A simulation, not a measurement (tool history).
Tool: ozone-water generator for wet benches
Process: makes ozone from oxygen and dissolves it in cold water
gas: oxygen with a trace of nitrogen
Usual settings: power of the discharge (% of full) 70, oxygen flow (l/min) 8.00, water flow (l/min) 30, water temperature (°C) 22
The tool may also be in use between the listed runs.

run,hour,power of the discharge (% of full),oxygen flow (l/min),water flow (l/min),water temperature (°C),dissolved ozone (ppm),ozone in the gas ahead of the water (g/m3)
1,0.0,70,8.00,30,22,17.8,151.4
2,26.7,70,8.00,30,22,17.8,153.9
3,66.1,70,8.00,30,22,17.7,153.2
4,109.8,70,8.00,30,22,17.7,155.3
5,142.3,70,8.00,30,22,17.6,154.6
6,175.2,70,5.60,30,22,18.1,192.1
7,201.7,70,8.00,30,25,17.0,154.4
8,225.4,70,8.00,30,25,16.8,154.5
9,255.0,70,8.00,30,25,16.9,154.7
10,284.7,70,8.00,30,22,17.9,157.4
11,325.0,70,8.00,30,22,17.6,157.3
12,374.1,70,8.00,30,22,17.8,155.8
13,416.7,70,9.67,30,22,17.3,140.2
14,443.6,70,9.67,30,22,17.3,140.6
15,491.3,70,9.67,30,22,17.4,137.5
16,514.4,70,9.67,30,22,17.1,139.0
17,541.1,70,9.99,30,22,17.3,137.1
18,587.2,70,4.11,37,22,14.4,236.7
19,635.4,70,8.00,18,21,25.5,156.1
20,665.3,70,8.00,30,25,16.8,158.9
21,706.2,99,8.00,30,20,21.8,188.3
# hour 756.3: gauge calibrated
22,756.6,85,8.00,41,21,15.2,168.2
23,793.5,70,8.00,30,30,15.5,155.5

Forecast run 24:
24,816.8,70,8.00,30,29,?,?

dissolved ozone (ppm): 15.7
ozone in the gas ahead of the water (g/m3): 154.5
Without the tool's hidden state the same run would have given dissolved ozone (ppm) 15.7, ozone in the gas ahead of the water (g/m3) 154.1.

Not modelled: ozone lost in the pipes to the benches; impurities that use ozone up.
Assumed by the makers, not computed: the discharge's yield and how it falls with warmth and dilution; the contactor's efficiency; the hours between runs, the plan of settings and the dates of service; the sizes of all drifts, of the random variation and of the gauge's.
